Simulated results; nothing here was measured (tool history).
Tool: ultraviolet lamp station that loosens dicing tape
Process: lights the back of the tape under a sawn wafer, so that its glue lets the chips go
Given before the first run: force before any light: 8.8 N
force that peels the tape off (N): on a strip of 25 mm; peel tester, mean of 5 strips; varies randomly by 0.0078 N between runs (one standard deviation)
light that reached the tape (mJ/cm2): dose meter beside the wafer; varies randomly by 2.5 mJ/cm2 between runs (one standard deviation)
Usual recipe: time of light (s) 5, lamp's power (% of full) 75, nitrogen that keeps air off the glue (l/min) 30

run   hour  time of light (s)  lamp's power (% of full)  nitrogen that keeps air off the glue (l/min)  force that peels the tape off (N)  light that reached the tape (mJ/cm2)
  1      0                  5                        75                                            30                              0.452                                   230
  2   14.3                  5                        75                                            30                              0.439                                   228
  3   25.5                  5                        75                                            30                              0.439                                   225
  4   37.9                  5                        75                                            43                              0.372                                   230
  5     57                  5                        75                                            30                              0.489                                   225
  6   76.7                  5                        75                                            16                              0.657                                   224
  7   90.7                  5                        75                                            16                              0.687                                   224
  8  111.7                  5                        90                                            30                               0.34                                   266
  9  125.9                  5                        90                                            30                              0.323                                   260
 10    146                  5                        90                                            30                              0.351                                   266
 11  155.8                  5                        90                                            30                              0.327                                   269
 12  167.1                  5                        90                                            30                              0.354                                   266
     172.5  -- window cleaned of glue's vapour
 13  187.4                  5                        75                                            11                              1.077                                   202
 14  200.6                  5                        75                                            14                              0.977                                   200
 15  216.9                  5                        75                                            30                              0.593                                   200
     222.1  -- window cleaned of glue's vapour, once more
 16  237.9                  5                        75                                            30                              0.396                                   245
 17  254.4                  5                        75                                            43                               0.33                                   242
 18    274                  5                        75                                            43                              0.361                                   244
 19  290.7                  9                        75                                            30                              0.188                                   427
 20  309.9                  9                        75                                            30                              0.211                                   428
 21  326.5                  9                        75                                            30                              0.213                                   431
 22  347.8                  9                        75                                            30                              0.206                                   423
 23  361.9                  9                        75                                            30                              0.202                                   423
 24  376.6                  5                        70                                            30                              0.489                                   218
 25  386.5                  5                        68                                            16                              0.789                                   208
 26  397.5                  8                        78                                            22                              0.238                                   387
 27  416.1                  8                        78                                            22                              0.224                                   384
 28  425.7                  4                        64                                            38                              0.837                                   157
 29  444.6                  5                        74                                            19                              0.574                                   228
 30  461.4                  6                        98                                            14                                0.3                                   357
 31  481.1                  3                        83                                            30                              1.039                                   151
 32  495.4                  3                        83                                            30                              1.017                                   150
 33    506                  9                        73                                            12                              0.284                                   390
 34  520.6                  9                        73                                            12                              0.286                                   390
 35    538                  3                        89                                            10                              1.731                                   159
 36  553.9                  5                        75                                            45                              0.385                                   225
 37  572.5                  5                        63                                            28                              0.702                                   186
 38  590.3                  5                        63                                            28                              0.724                                   186
 39    607                  5                        63                                            28                              0.718                                   183
 40  622.5                  2                        63                                            59                              2.398                                    73
 41  633.6                  4                        85                                            10                              1.198                                   205
 42  649.1                 10                        78                                            38                              0.194                                   451

Each row is a separate what-if for the run after 42, all from the same tool condition, not one after another. Results?
  A  660.3                  3                        94                                            18                                  ?                                     ?
  B  660.3                  7                        93                                            52                                  ?                                     ?
  C  660.3                  8                        69                                            15                                  ?                                     ?

run  force that peels the tape off (N)  light that reached the tape (mJ/cm2)
  A                              1.192                                   166
  B                              0.211                                   369
  C                              0.365                                   314
With the hidden condition removed and each run's random variation left untouched, the same runs would have given:
run  force that peels the tape off (N)  light that reached the tape (mJ/cm2)
  A                              0.696                                   219
  B                              0.201                                   488
  C                              0.247                                   416
